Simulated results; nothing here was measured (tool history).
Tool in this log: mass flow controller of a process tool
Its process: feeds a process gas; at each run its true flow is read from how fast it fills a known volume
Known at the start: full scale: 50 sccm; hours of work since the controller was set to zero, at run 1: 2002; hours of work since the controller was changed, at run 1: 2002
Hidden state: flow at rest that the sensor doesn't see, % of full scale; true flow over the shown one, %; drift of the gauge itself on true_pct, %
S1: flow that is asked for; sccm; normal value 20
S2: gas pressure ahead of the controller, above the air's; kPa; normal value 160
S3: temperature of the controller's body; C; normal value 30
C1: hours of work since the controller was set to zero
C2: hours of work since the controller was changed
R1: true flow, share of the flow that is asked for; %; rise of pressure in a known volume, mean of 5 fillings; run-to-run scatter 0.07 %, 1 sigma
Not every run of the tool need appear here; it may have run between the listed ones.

{"run": 1, "hour": 0.0, "S1": 20, "S2": 160, "S3": 30, "C1": 2002, "C2": 2002, "R1": 97.94}
{"run": 2, "hour": 92.0, "S1": 20, "S2": 160, "S3": 30, "C1": 2056, "C2": 2056, "R1": 97.58}
{"run": 3, "hour": 190.8, "S1": 20, "S2": 168, "S3": 30, "C1": 2114, "C2": 2114, "R1": 97.56}
{"run": 4, "hour": 277.0, "S1": 20, "S2": 168, "S3": 32, "C1": 2165, "C2": 2165, "R1": 97.02}
{"run": 5, "hour": 371.1, "S1": 20, "S2": 168, "S3": 32, "C1": 2220, "C2": 2220, "R1": 96.96}
{"run": 6, "hour": 476.6, "S1": 20, "S2": 168, "S3": 32, "C1": 2282, "C2": 2282, "R1": 96.94}
{"run": 7, "hour": 537.5, "S1": 20, "S2": 168, "S3": 32, "C1": 2318, "C2": 2318, "R1": 96.67}
{"run": 8, "hour": 594.8, "S1": 20, "S2": 168, "S3": 32, "C1": 2351, "C2": 2351, "R1": 96.72}
{"run": 9, "hour": 677.4, "S1": 20, "S2": 260, "S3": 30, "C1": 2399, "C2": 2399, "R1": 96.49}
{"run": 10, "hour": 771.7, "S1": 20, "S2": 167, "S3": 28, "C1": 2455, "C2": 2455, "R1": 97.03}
{"run": 11, "hour": 855.9, "S1": 22, "S2": 160, "S3": 30, "C1": 2504, "C2": 2504, "R1": 96.69}
{"run": 12, "hour": 935.2, "S1": 20, "S2": 160, "S3": 32, "C1": 2551, "C2": 2551, "R1": 96.23}
{"run": 13, "hour": 1029.9, "S1": 20, "S2": 160, "S3": 32, "C1": 2606, "C2": 2606, "R1": 96.04}

Consider 3 possible next runs. They are alternatives, not a sequence: every one starts from the tool as it was left by run 13. What does each give?
{"run": "A", "hour": 1097.5, "S1": 20, "S2": 160, "S3": 22, "C1": 2646, "C2": 2646, "R1": "?"}
{"run": "B", "hour": 1097.5, "S1": 20, "S2": 160, "S3": 20, "C1": 2646, "C2": 2646, "R1": "?"}
{"run": "C", "hour": 1097.5, "S1": 20, "S2": 152, "S3": 26, "C1": 2646, "C2": 2646, "R1": "?"}

run=A R1=97.07
run=B R1=97.24
run=C R1=96.82
Had the tool no hidden state, the same runs would have come out as:
run=A R1=98.69
run=B R1=98.87
run=C R1=98.43
